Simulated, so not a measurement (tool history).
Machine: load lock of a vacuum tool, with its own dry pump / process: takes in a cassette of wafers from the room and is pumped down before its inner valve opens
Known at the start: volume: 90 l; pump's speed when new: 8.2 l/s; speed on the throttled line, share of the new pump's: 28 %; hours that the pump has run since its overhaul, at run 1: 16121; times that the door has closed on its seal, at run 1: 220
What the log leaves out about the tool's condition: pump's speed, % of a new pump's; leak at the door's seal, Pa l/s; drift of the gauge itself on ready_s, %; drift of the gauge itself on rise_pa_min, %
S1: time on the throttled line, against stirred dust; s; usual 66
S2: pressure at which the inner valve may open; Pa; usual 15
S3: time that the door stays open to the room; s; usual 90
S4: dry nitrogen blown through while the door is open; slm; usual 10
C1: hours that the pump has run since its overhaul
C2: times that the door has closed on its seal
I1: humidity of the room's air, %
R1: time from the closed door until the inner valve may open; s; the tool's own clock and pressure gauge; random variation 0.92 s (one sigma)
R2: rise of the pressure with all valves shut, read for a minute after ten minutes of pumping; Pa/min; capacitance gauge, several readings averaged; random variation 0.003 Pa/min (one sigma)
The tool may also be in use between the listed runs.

run 1 hour=0 | S1=66 S2=15 S3=90 S4=10 | C1=16121 C2=220 | I1=47.8 | R1=168.9 R2=0.055
run 2 hour=106.7 | S1=66 S2=15 S3=90 S4=10 | C1=16228 C2=341 | I1=44.7 | R1=169.2 R2=0.052
run 3 hour=211 | S1=66 S2=15 S3=27 S4=10 | C1=16332 C2=459 | I1=45 | R1=169.7 R2=0.034
run 4 hour=424.3 | S1=66 S2=15 S3=27 S4=10 | C1=16545 C2=702 | I1=43.3 | R1=167.9 R2=0.025
run 5 hour=574.5 | S1=66 S2=15 S3=90 S4=6 | C1=16696 C2=873 | I1=45.7 | R1=170.3 R2=0.061
run 6 hour=756.2 | S1=66 S2=15 S3=90 S4=10 | C1=16877 C2=1079 | I1=42.2 | R1=170.5 R2=0.053
run 7 hour=868.5 | S1=66 S2=16 S3=90 S4=10 | C1=16990 C2=1207 | I1=46.3 | R1=168.5 R2=0.055
run 8 hour=985.6 | S1=66 S2=16 S3=90 S4=10 | C1=17107 C2=1340 | I1=42.5 | R1=167.8 R2=0.055
run 9 hour=1124.6 | S1=66 S2=16 S3=90 S4=10 | C1=17246 C2=1498 | I1=44.9 | R1=166.9 R2=0.055
run 10 hour=1270.6 | S1=66 S2=15 S3=90 S4=10 | C1=17392 C2=1664 | I1=47.2 | R1=171.3 R2=0.058
run 11 hour=1428.3 | S1=66 S2=15 S3=90 S4=10 | C1=17549 C2=1843 | I1=48 | R1=171.3 R2=0.058
run 12 hour=1587.7 | S1=66 S2=12 S3=90 S4=10 | C1=17709 C2=2024 | I1=41.8 | R1=175.6 R2=0.054
run 13 hour=1786.9 | S1=66 S2=12 S3=90 S4=10 | C1=17908 C2=2251 | I1=43.7 | R1=175.3 R2=0.059
run 14 hour=1999.9 | S1=66 S2=15 S3=210 S4=10 | C1=18121 C2=2493 | I1=44.4 | R1=172.3 R2=0.084
run 15 hour=2153.2 | S1=129 S2=15 S3=27 S4=10 | C1=18274 C2=2667 | I1=43.4 | R1=214.3 R2=0.032
run 16 hour=2348.6 | S1=66 S2=15 S3=42 S4=10 | C1=18470 C2=2889 | I1=47.1 | R1=170.1 R2=0.042
run 17 hour=2529.4 | S1=66 S2=15 S3=42 S4=10 | C1=18650 C2=3094 | I1=48.4 | R1=171.9 R2=0.046
run 18 hour=2616.7 | S1=122 S2=15 S3=42 S4=25 | C1=18738 C2=3194 | I1=44.9 | R1=206.8 R2=0.038
run 19 hour=2743.3 | S1=66 S2=15 S3=90 S4=8 | C1=18864 C2=3337 | I1=43.5 | R1=173.1 R2=0.06
run 20 hour=2944.6 | S1=60 S2=15 S3=216 S4=19 | C1=19066 C2=3566 | I1=44.9 | R1=169.8 R2=0.081
run 21 hour=3086.1 | S1=66 S2=15 S3=90 S4=19 | C1=19207 C2=3727 | I1=44.4 | R1=174.9 R2=0.057
run 22 hour=3294.4 | S1=54 S2=15 S3=90 S4=19 | C1=19416 C2=3964 | I1=44.6 | R1=166.8 R2=0.051
-- hour=3373.5 dry pump taken out, an overhauled one fitted
run 23 hour=3478 | S1=114 S2=15 S3=90 S4=22 | C1=104 C2=4166 | I1=48.1 | R1=179.1 R2=0.056
run 24 hour=3688.9 | S1=53 S2=15 S3=209 S4=13 | C1=315 C2=4405 | I1=42.9 | R1=134.4 R2=0.09
run 25 hour=3818.6 | S1=53 S2=11 S3=34 S4=34 | C1=445 C2=4553 | I1=43.6 | R1=139.6 R2=0.036
run 26 hour=3931.5 | S1=43 S2=18 S3=43 S4=6 | C1=558 C2=4681 | I1=47.4 | R1=125.5 R2=0.061

What differs in the tool's unlogged condition from the final listed run ahead of each entry between runs to the first listed run following it?
After run 22, before run 23: dry pump taken out, an overhauled one fitted (hour 3373.5)
  pump's speed, % of a new pump's: 72.9 -> 100.5; leak at the door's seal, Pa l/s: 0.0233 -> 0.0247
  difference, measured minus the result without the unlogged condition, R1: +30.8 -> -0.3 s; R2: +0.014 -> +0.015 Pa/min
